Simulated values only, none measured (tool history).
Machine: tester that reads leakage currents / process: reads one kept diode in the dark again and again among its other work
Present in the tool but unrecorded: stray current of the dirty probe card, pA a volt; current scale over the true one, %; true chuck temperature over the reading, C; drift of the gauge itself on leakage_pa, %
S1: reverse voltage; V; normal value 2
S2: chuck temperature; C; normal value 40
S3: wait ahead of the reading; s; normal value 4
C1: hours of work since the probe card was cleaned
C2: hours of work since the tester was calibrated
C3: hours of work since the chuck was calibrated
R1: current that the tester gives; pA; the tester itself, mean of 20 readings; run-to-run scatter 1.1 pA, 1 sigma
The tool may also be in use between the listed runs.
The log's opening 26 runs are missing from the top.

| run | hour | S1 | S2 | S3 | C1 | C2 | C3 | R1 |
|---|---|---|---|---|---|---|---|---|
| 27 | 2982.5 | 4.63 | 36 | 0.38 | 1166 | 1609 | 635 | 388.29 |
|  | 3014.3 | probe card cleaned and baked |
| 28 | 3136.3 | 4.63 | 36 | 0.38 | 96 | 1728 | 754 | 390.44 |
| 29 | 3212.7 | 13.33 | 37 | 0.38 | 157 | 1788 | 814 | 648.43 |
| 30 | 3370.6 | 2 | 60 | 0.6 | 282 | 1913 | 939 | 1420.83 |
| 31 | 3502.3 | 6.72 | 20 | 3.48 | 386 | 2017 | 1043 | 129.72 |
|  | 3514.8 | chuck's temperature calibrated |
| 32 | 3607.2 | 6.72 | 20 | 3.48 | 467 | 2099 | 73 | 129.99 |
| 33 | 3718.4 | 1.78 | 57 | 3.48 | 555 | 2187 | 161 | 1118.74 |
| 34 | 3831 | 6.34 | 40 | 0.55 | 644 | 2276 | 250 | 589.61 |
| 35 | 3920.9 | 6.34 | 40 | 0.55 | 715 | 2347 | 321 | 591.09 |
| 36 | 4004.6 | 6.34 | 40 | 0.55 | 781 | 2413 | 387 | 588.61 |
| 37 | 4169.8 | 1.3 | 59 | 1.34 | 912 | 2544 | 518 | 1115.14 |
| 38 | 4253.9 | 2.19 | 60 | 1.11 | 978 | 2610 | 584 | 1477.38 |
| 39 | 4338 | 1.61 | 40 | 0.61 | 1045 | 2677 | 651 | 337 |
| 40 | 4423.3 | 8.11 | 40 | 4 | 1112 | 2744 | 718 | 646.81 |

Alternative continuations, all from the tool just after run 40; predict every row:
|  | 4512 | tester calibrated |
|  | 4527.7 | probe card cleaned and baked |
| A | 4536.5 | 2 | 55 | 0.79 | 7 | 17 | 804 | ? |
|  | 4512 | tester calibrated |
|  | 4527.7 | probe card cleaned and baked |
| B | 4536.5 | 16.69 | 40 | 4 | 7 | 17 | 804 | ? |
|  | 4512 | tester calibrated |
|  | 4527.7 | probe card cleaned and baked |
| C | 4536.5 | 2 | 20 | 4 | 7 | 17 | 804 | ? |

| run | R1 |
|---|---|
| A | 1025.53 |
| B | 872.17 |
| C | 78.67 |
Take away the tool's hidden state, keep each run's random variation, and the runs would have read:
| run | R1 |
|---|---|
| A | 1025.27 |
| B | 871.92 |
| C | 78.65 |
